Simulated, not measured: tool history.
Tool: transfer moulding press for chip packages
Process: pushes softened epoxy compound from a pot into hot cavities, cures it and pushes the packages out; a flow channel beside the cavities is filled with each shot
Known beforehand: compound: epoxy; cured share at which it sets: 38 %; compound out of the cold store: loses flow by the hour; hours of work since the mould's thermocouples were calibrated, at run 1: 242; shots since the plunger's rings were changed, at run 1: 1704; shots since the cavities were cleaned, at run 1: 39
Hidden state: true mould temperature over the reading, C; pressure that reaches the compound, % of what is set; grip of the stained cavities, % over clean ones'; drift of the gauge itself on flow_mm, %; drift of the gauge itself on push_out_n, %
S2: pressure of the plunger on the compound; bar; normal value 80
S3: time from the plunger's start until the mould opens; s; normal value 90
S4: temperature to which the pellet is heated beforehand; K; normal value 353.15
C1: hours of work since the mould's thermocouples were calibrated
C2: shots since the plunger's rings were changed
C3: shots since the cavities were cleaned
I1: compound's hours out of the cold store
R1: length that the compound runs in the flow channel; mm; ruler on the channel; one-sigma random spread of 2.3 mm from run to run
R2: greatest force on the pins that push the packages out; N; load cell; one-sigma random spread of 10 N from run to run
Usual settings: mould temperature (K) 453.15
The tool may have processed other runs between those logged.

Run 1, day 0: usual settings; C1 242; C2 1704; C3 39; I1 30.7. Result: R1 850 mm, R2 497 N.
Run 2, day 0.492: usual settings; C1 248; C2 1825; C3 160; I1 12.6. Result: R1 886 mm, R2 556 N.
Run 3, day 1.333: usual settings; C1 258; C2 2033; C3 368; I1 8.7. Result: R1 892 mm, R2 627 N.
At day 2.179: cavities cleaned with cleaning compound and waxed.
Run 4, day 2.3: usual settings; C1 269; C2 2254; C3 29; I1 30.4. Result: R1 842 mm, R2 461 N.
Run 5, day 3.104: usual settings but S2 80.8 bar; C1 278; C2 2453; C3 228; I1 31.2. Result: R1 839 mm, R2 583 N.
Run 6, day 3.588: usual settings but S2 80.8 bar; C1 284; C2 2571; C3 346; I1 20.1. Result: R1 863 mm, R2 640 N.
Run 7, day 4.358: usual settings but S2 80.8 bar; C1 293; C2 2761; C3 536; I1 23.9. Result: R1 852 mm, R2 679 N.
At day 4.554: cavities cleaned with cleaning compound and waxed.
At day 5.062: plunger's sealing rings changed.
Run 8, day 5.396: usual settings but S2 80.8 bar; C1 303; C2 81; C3 182; I1 21.2. Result: R1 897 mm, R2 538 N.
Run 9, day 6.212: usual settings but S2 80.8 bar; C1 313; C2 282; C3 383; I1 8.4. Result: R1 925 mm, R2 650 N.
Run 10, day 6.675: usual settings but S2 70.1 bar; C1 318; C2 396; C3 497; I1 8.7. Result: R1 858 mm, R2 703 N.
At day 7.012: cavities cleaned with cleaning compound and waxed.
Run 11, day 7.2: usual settings but S2 70.1 bar; C1 323; C2 509; C3 46; I1 40. Result: R1 794 mm, R2 475 N.
At day 7.354: mould's thermocouples calibrated.
Run 12, day 7.721: usual settings; C1 4; C2 617; C3 154; I1 35.8. Result: R1 853 mm, R2 517 N.
Run 13, day 8.412: usual settings but mould temperature (K) 454.15, S3 91 s; C1 12; C2 787; C3 324; I1 35.2. Result: R1 847 mm, R2 569 N.
At day 9.092: mould's thermocouples calibrated, once more.
Run 14, day 9.362: usual settings but mould temperature (K) 454.15, S3 91 s; C1 3; C2 1001; C3 538; I1 27.7. Result: R1 867 mm, R2 669 N.
At day 9.546: cavities cleaned with cleaning compound and waxed.
Run 15, day 9.942: usual settings but mould temperature (K) 454.15, S3 91 s; C1 9; C2 1128; C3 98; I1 33.6. Result: R1 850 mm, R2 487 N.
Run 16, day 10.542: usual settings but mould temperature (K) 445.15, S3 126 s; C1 16; C2 1275; C3 245; I1 13.6. Result: R1 913 mm, R2 518 N.
Run 17, day 11.192: usual settings but mould temperature (K) 459.15, S2 77.3 bar, S3 85 s, S4 346.15 K; C1 24; C2 1435; C3 405; I1 14.2. Result: R1 867 mm, R2 562 N.
At day 11.912: cavities cleaned with cleaning compound and waxed.
Run 18, day 12.171: usual settings but S3 108 s; C1 35; C2 1661; C3 64; I1 23.2. Result: R1 869 mm, R2 403 N.
Run 19, day 12.829: usual settings but mould temperature (K) 457.15, S2 66 bar, S3 93 s, S4 350.15 K; C1 42; C2 1823; C3 226; I1 42.8. Result: R1 743 mm, R2 485 N.
Run 20, day 13.296: usual settings but mould temperature (K) 448.15, S2 91 bar, S3 100 s, S4 358.15 K; C1 48; C2 1937; C3 340; I1 10.1. Result: R1 960 mm, R2 731 N.
Run 21, day 14.046: usual settings but mould temperature (K) 448.15, S2 91 bar, S3 100 s, S4 358.15 K; C1 57; C2 2122; C3 525; I1 12.3. Result: R1 953 mm, R2 801 N.
At day 14.238: cavities cleaned with cleaning compound and waxed.
Run 22, day 14.508: usual settings but mould temperature (K) 448.15, S2 91 bar, S3 100 s, S4 358.15 K; C1 61; C2 2220; C3 67; I1 22.2. Result: R1 929 mm, R2 522 N.
Run 23, day 15.362: usual settings but mould temperature (K) 460.15, S2 82.1 bar, S3 108 s, S4 347.15 K; C1 71; C2 2430; C3 277; I1 10.6. Result: R1 889 mm, R2 403 N.
Run 24, day 15.796: usual settings but mould temperature (K) 460.15, S2 82.1 bar, S3 108 s, S4 347.15 K; C1 77; C2 2536; C3 383; I1 23.5. Result: R1 854 mm, R2 452 N.

Take each entry between the runs: how does the hidden state at the last listed run before it differ from the hidden state at the first listed run after it?
In the gap between runs 3 and 4: cavities cleaned with cleaning compound and waxed (day 2.179)
  true mould temperature over the reading, C: 0.71 -> 0.72; pressure that reaches the compound, % of what is set: 92.91 -> 92.18; grip of the stained cavities, % over clean ones': 39 -> 4.1
  measured less the result without the state, R1: -35 -> -36 mm; R2: +156 -> +0 N
In the gap between runs 7 and 8: cavities cleaned with cleaning compound and waxed (day 4.554); plunger's sealing rings changed (day 5.062)
  true mould temperature over the reading, C: 0.75 -> 0.77; pressure that reaches the compound, % of what is set: 90.5 -> 99.37; grip of the stained cavities, % over clean ones': 50.2 -> 21.5
  measured less the result without the state, R1: -44 -> -5 mm; R2: +207 -> +76 N
In the gap between runs 10 and 11: cavities cleaned with cleaning compound and waxed (day 7.012)
  pressure that reaches the compound, % of what is set: 98.36 -> 97.96; grip of the stained cavities, % over clean ones': 46.9 -> 7.1
  measured less the result without the state, R1: -8 -> -10 mm; R2: +200 -> +12 N
In the gap between runs 11 and 12: mould's thermocouples calibrated (day 7.354)
  true mould temperature over the reading, C: 0.79 -> 1.21; pressure that reaches the compound, % of what is set: 97.96 -> 97.61; grip of the stained cavities, % over clean ones': 7.1 -> 19.5
  measured less the result without the state, R1: -10 -> -12 mm; R2: +12 -> +56 N
In the gap between runs 13 and 14: mould's thermocouples calibrated, once more (day 9.092)
  true mould temperature over the reading, C: 1.22 -> -0.12; pressure that reaches the compound, % of what is set: 97.09 -> 96.43; grip of the stained cavities, % over clean ones': 36.5 -> 52
  measured less the result without the state, R1: -15 -> -15 mm; R2: +129 -> +233 N
In the gap between runs 14 and 15: cavities cleaned with cleaning compound and waxed (day 9.546)
  true mould temperature over the reading, C: -0.12 -> -0.11; pressure that reaches the compound, % of what is set: 96.43 -> 96.06; grip of the stained cavities, % over clean ones': 52 -> 14.2
  measured less the result without the state, R1: -15 -> -17 mm; R2: +233 -> +63 N
In the gap between runs 17 and 18: cavities cleaned with cleaning compound and waxed (day 11.912)
  true mould temperature over the reading, C: -0.09 -> -0.08; pressure that reaches the compound, % of what is set: 95.03 -> 94.37; grip of the stained cavities, % over clean ones': 42.2 -> 10.4
  measured less the result without the state, R1: -22 -> -26 mm; R2: +168 -> +39 N
In the gap between runs 21 and 22: cavities cleaned with cleaning compound and waxed (day 14.238)
  true mould temperature over the reading, C: -0.05 -> -0.04; pressure that reaches the compound, % of what is set: 92.94 -> 92.62; grip of the stained cavities, % over clean ones': 51.1 -> 7.5
  measured less the result without the state, R1: -36 -> -37 mm; R2: +272 -> +37 N

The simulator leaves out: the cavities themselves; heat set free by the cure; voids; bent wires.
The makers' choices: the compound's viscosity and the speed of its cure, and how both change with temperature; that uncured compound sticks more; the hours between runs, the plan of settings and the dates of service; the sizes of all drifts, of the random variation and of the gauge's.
